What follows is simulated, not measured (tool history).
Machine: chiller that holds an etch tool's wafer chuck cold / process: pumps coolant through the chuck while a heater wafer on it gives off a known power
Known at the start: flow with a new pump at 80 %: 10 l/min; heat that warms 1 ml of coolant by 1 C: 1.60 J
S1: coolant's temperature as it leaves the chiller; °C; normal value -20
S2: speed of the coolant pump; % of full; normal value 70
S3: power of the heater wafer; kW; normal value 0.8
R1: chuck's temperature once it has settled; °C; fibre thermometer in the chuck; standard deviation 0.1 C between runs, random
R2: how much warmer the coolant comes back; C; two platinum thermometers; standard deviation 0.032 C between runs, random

run,hour,S1,S2,S3,R1,R2
1,0,-20,70,0.8,-8.8,3.57
2,43.5,-20,70,0.8,-8.9,3.6
3,77.9,-20,78,0.8,-9.8,3.13
4,124.9,-20,78,0.8,-10.1,3.24
5,148,-20,70,0.8,-8.8,3.54
6,193.6,-20,70,0.8,-8.9,3.53
7,223.9,-20,78,0.8,-10,3.16
8,259,-20,78,0.8,-9.9,3.15
9,281.3,-20,78,0.8,-10,3.18
10,327,-20,78,0.8,-9.9,3.13
11,368.7,-20,78,0.8,-10.1,3.23
12,411.4,-20,70,0.8,-8.8,3.56
13,433.2,-19,86,0.531,-13,1.9
14,473.8,-20,63,0.896,-6.1,4.53
# hour 478.5: chiller's thermometer calibrated
15,507.3,-20,70,0.686,-10.4,3.07
16,533.9,-25,96,0.686,-18,2.19
17,559.1,-25,88,0.901,-15,3.14
# hour 579.9: chiller's thermometer calibrated, once more
18,609.5,-13,73,0.901,-0.7,3.83
19,659.3,-13,73,0.901,-0.7,3.89
20,685.6,-27,83,0.8,-17.3,3
21,729.2,-20,90,0.482,-14.6,1.64
22,752.4,-20,90,0.482,-14.6,1.61
23,779.1,-18,96,0.401,-13.9,1.31

Predict each of these 4 candidate next runs independently; none follows another, all start after run 23:
A,821,-21,70,0.664,?,?
B,821,-13,96,0.401,?,?
C,821,-24,96,0.502,?,?
D,821,-20,74,0.8,?,?

run,R1,R2
A,-11.5,2.95
B,-8.7,1.3
C,-18.4,1.57
D,-8.9,3.4
Without the tool's unlogged condition, the same runs would have read:
run,R1,R2
A,-12.3,2.85
B,-9.1,1.26
C,-18.9,1.51
D,-9.9,3.28

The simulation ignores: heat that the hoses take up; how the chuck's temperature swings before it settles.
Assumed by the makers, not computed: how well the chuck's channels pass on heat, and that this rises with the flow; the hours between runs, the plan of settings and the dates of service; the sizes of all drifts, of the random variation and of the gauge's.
